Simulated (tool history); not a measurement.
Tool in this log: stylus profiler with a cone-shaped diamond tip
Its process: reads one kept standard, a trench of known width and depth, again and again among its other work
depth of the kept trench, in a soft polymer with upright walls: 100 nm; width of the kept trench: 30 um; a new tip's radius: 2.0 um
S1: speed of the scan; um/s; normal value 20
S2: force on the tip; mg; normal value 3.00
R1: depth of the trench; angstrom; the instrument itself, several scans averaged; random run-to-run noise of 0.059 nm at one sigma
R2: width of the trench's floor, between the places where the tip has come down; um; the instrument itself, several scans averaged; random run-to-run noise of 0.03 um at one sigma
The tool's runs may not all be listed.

run    hour  S1    S2      R1     R2
  1     0.0  20  3.00  1004.0  28.38
  2    29.7  20  3.00  1004.3  28.41
       36.4  -- height scale calibrated on a step standard
  3    53.1  20  3.00  1001.8  28.40
  4    84.0  20  3.00  1001.4  28.40
  5   103.9  20  3.00  1002.3  28.42
  6   138.2  20  3.20  1003.2  28.43
  7   160.4  20  3.00  1002.4  28.40
  8   186.1  20  7.24  1009.9  28.44
  9   229.6  20  7.24  1009.3  28.40
 10   258.9  20  4.23  1004.3  28.42
      265.3  -- height scale calibrated on a step standard, once more
 11   301.6  20  4.23  1013.4  28.37
 12   344.2  20  4.23  1013.9  28.39
 13   385.0  20  4.23  1013.1  28.42
 14   412.2  20  4.23  1012.5  28.39
 15   450.3  20  4.23  1012.9  28.43
 16   483.5   6  3.00  1009.9  28.40
 17   508.3   6  3.17  1010.5  28.41
 18   543.7   6  3.17  1009.7  28.38
 19   587.4  16  3.00  1010.0  28.35
 20   618.2  16  3.00  1010.9  28.35
 21   661.8   6  9.00  1020.1  28.38
 22   686.7   6  9.00  1020.3  28.37
 23   710.4  16  1.60  1005.9  28.31
 24   736.7  16  3.23  1009.3  28.36
 25   764.7  16  3.23  1009.6  28.30
 26   783.2  20  4.68  1013.0  28.34
 27   807.2   6  5.95  1014.3  28.38
 28   842.9   5  2.25  1007.3  28.42
 29   862.1   5  2.25  1007.5  28.34
 30   893.2   6  2.25  1007.3  28.37
 31   911.4   6  2.25  1006.5  28.32
 32   935.9   6  2.25  1007.4  28.41
 33   969.2   6  2.25  1005.9  28.35
 34   991.1  40  6.88  1014.9  28.26
 35  1028.6  73  2.22  1005.7  27.95
 36  1059.9  13  2.66  1007.0  28.34
 37  1100.5  13  5.19  1012.9  28.29
 38  1135.8  11  2.99  1007.9  28.33
     1140.6  -- new tip fitted, height scale calibrated
 39  1156.8  54  7.95  1019.6  28.59
 40  1192.5  12  3.00  1010.1  28.73

Branching from run 40: 5 alternative next runs. What would each branch give?
  A  1229.2  29  3.00   ?   ?
  B  1229.2   7  1.15   ?   ?
  C  1229.2  54  3.00   ?   ?
  D  1229.2  22  1.57   ?   ?
  E  1229.2  36  1.26   ?   ?

run      R1     R2
  A  1010.2  28.59
  B  1005.2  28.73
  C  1010.6  28.49
  D  1006.1  28.57
  E  1004.9  28.45
Had the tool no hidden state, the same runs would have come out as:
run      R1     R2
  A  1010.3  28.59
  B  1005.3  28.73
  C  1010.7  28.49
  D  1006.2  28.57
  E  1005.0  28.45

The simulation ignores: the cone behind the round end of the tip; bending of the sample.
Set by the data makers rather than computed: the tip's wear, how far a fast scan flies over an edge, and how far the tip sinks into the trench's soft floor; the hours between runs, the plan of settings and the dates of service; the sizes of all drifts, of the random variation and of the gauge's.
